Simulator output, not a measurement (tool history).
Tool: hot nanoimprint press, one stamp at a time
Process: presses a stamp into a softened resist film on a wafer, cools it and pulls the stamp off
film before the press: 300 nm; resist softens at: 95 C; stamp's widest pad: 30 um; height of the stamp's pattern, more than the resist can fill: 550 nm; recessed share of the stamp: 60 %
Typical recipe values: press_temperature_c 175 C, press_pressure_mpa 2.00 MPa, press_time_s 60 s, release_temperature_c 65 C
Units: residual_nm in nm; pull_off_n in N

{"run": 1, "hour": 0.0, "press_temperature_c": 175, "press_pressure_mpa": 2.0, "press_time_s": 60, "release_temperature_c": 65, "residual_nm": 111.2, "pull_off_n": 181}
{"run": 2, "hour": 13.6, "press_temperature_c": 175, "press_pressure_mpa": 2.0, "press_time_s": 60, "release_temperature_c": 65, "residual_nm": 112.0, "pull_off_n": 172}
{"hour": 26.4, "done": "plate thermocouple calibrated"}
{"run": 3, "hour": 29.5, "press_temperature_c": 175, "press_pressure_mpa": 2.0, "press_time_s": 60, "release_temperature_c": 65, "residual_nm": 112.5, "pull_off_n": 184}
{"run": 4, "hour": 43.4, "press_temperature_c": 175, "press_pressure_mpa": 2.0, "press_time_s": 60, "release_temperature_c": 65, "residual_nm": 112.4, "pull_off_n": 181}
{"run": 5, "hour": 58.3, "press_temperature_c": 175, "press_pressure_mpa": 2.0, "press_time_s": 60, "release_temperature_c": 65, "residual_nm": 111.6, "pull_off_n": 179}
{"run": 6, "hour": 76.9, "press_temperature_c": 175, "press_pressure_mpa": 2.0, "press_time_s": 60, "release_temperature_c": 65, "residual_nm": 111.3, "pull_off_n": 178}
{"run": 7, "hour": 88.0, "press_temperature_c": 175, "press_pressure_mpa": 2.0, "press_time_s": 60, "release_temperature_c": 65, "residual_nm": 112.2, "pull_off_n": 182}
{"run": 8, "hour": 104.2, "press_temperature_c": 175, "press_pressure_mpa": 2.0, "press_time_s": 60, "release_temperature_c": 65, "residual_nm": 111.5, "pull_off_n": 172}
{"run": 9, "hour": 115.9, "press_temperature_c": 175, "press_pressure_mpa": 2.0, "press_time_s": 60, "release_temperature_c": 65, "residual_nm": 110.8, "pull_off_n": 173}
{"run": 10, "hour": 132.0, "press_temperature_c": 175, "press_pressure_mpa": 2.0, "press_time_s": 60, "release_temperature_c": 65, "residual_nm": 111.7, "pull_off_n": 181}
{"hour": 140.6, "done": "stamp cleaned and given a new release coat"}
{"run": 11, "hour": 159.8, "press_temperature_c": 175, "press_pressure_mpa": 2.0, "press_time_s": 60, "release_temperature_c": 57, "residual_nm": 112.1, "pull_off_n": 200}
{"run": 12, "hour": 174.2, "press_temperature_c": 175, "press_pressure_mpa": 2.0, "press_time_s": 60, "release_temperature_c": 57, "residual_nm": 110.2, "pull_off_n": 204}
{"run": 13, "hour": 186.6, "press_temperature_c": 163, "press_pressure_mpa": 2.0, "press_time_s": 60, "release_temperature_c": 57, "residual_nm": 195.6, "pull_off_n": 201}
{"run": 14, "hour": 199.8, "press_temperature_c": 175, "press_pressure_mpa": 2.0, "press_time_s": 60, "release_temperature_c": 65, "residual_nm": 111.3, "pull_off_n": 176}
{"run": 15, "hour": 220.1, "press_temperature_c": 175, "press_pressure_mpa": 2.0, "press_time_s": 60, "release_temperature_c": 65, "residual_nm": 110.7, "pull_off_n": 180}
{"run": 16, "hour": 239.4, "press_temperature_c": 175, "press_pressure_mpa": 2.0, "press_time_s": 60, "release_temperature_c": 65, "residual_nm": 110.1, "pull_off_n": 184}
{"run": 17, "hour": 262.5, "press_temperature_c": 175, "press_pressure_mpa": 2.0, "press_time_s": 50, "release_temperature_c": 65, "residual_nm": 119.3, "pull_off_n": 176}
{"run": 18, "hour": 285.1, "press_temperature_c": 175, "press_pressure_mpa": 3.18, "press_time_s": 42, "release_temperature_c": 55, "residual_nm": 103.3, "pull_off_n": 209}
{"run": 19, "hour": 298.4, "press_temperature_c": 164, "press_pressure_mpa": 3.18, "press_time_s": 42, "release_temperature_c": 55, "residual_nm": 176.0, "pull_off_n": 203}
{"run": 20, "hour": 309.5, "press_temperature_c": 175, "press_pressure_mpa": 2.0, "press_time_s": 60, "release_temperature_c": 69, "residual_nm": 111.0, "pull_off_n": 169}
{"run": 21, "hour": 324.0, "press_temperature_c": 178, "press_pressure_mpa": 1.21, "press_time_s": 53, "release_temperature_c": 65, "residual_nm": 126.0, "pull_off_n": 174}
{"run": 22, "hour": 334.7, "press_temperature_c": 169, "press_pressure_mpa": 3.16, "press_time_s": 53, "release_temperature_c": 61, "residual_nm": 127.2, "pull_off_n": 193}
{"run": 23, "hour": 350.5, "press_temperature_c": 169, "press_pressure_mpa": 3.16, "press_time_s": 53, "release_temperature_c": 61, "residual_nm": 126.9, "pull_off_n": 191}
{"run": 24, "hour": 371.5, "press_temperature_c": 169, "press_pressure_mpa": 3.16, "press_time_s": 53, "release_temperature_c": 61, "residual_nm": 126.4, "pull_off_n": 193}
{"run": 25, "hour": 382.5, "press_temperature_c": 169, "press_pressure_mpa": 3.16, "press_time_s": 53, "release_temperature_c": 61, "residual_nm": 128.0, "pull_off_n": 188}
{"hour": 397.6, "done": "stamp cleaned and given a new release coat"}
{"run": 26, "hour": 408.0, "press_temperature_c": 169, "press_pressure_mpa": 3.16, "press_time_s": 53, "release_temperature_c": 61, "residual_nm": 127.3, "pull_off_n": 185}
{"run": 27, "hour": 425.7, "press_temperature_c": 174, "press_pressure_mpa": 2.52, "press_time_s": 68, "release_temperature_c": 61, "residual_nm": 97.6, "pull_off_n": 189}
{"run": 28, "hour": 445.3, "press_temperature_c": 174, "press_pressure_mpa": 2.52, "press_time_s": 68, "release_temperature_c": 61, "residual_nm": 99.0, "pull_off_n": 194}
{"hour": 453.8, "done": "gauge calibrated"}
{"run": 29, "hour": 455.9, "press_temperature_c": 174, "press_pressure_mpa": 2.52, "press_time_s": 68, "release_temperature_c": 61, "residual_nm": 101.2, "pull_off_n": 187}

Consider 3 possible next runs. They are alternatives, not a sequence: every one starts from the tool as it was left by run 29. What does each give?
{"run": "A", "hour": 471.3, "press_temperature_c": 175, "press_pressure_mpa": 2.86, "press_time_s": 60, "release_temperature_c": 68, "residual_nm": "?", "pull_off_n": "?"}
{"run": "B", "hour": 471.3, "press_temperature_c": 181, "press_pressure_mpa": 1.29, "press_time_s": 60, "release_temperature_c": 52, "residual_nm": "?", "pull_off_n": "?"}
{"run": "C", "hour": 471.3, "press_temperature_c": 174, "press_pressure_mpa": 1.34, "press_time_s": 68, "release_temperature_c": 58, "residual_nm": "?", "pull_off_n": "?"}

run=A residual_nm=94.4 pull_off_n=170
run=B residual_nm=103.0 pull_off_n=216
run=C residual_nm=134.4 pull_off_n=189
Take away the tool's hidden state, keep each run's random variation, and the runs would have read:
run=A residual_nm=94.6 pull_off_n=169
run=B residual_nm=103.2 pull_off_n=215
run=C residual_nm=134.7 pull_off_n=188
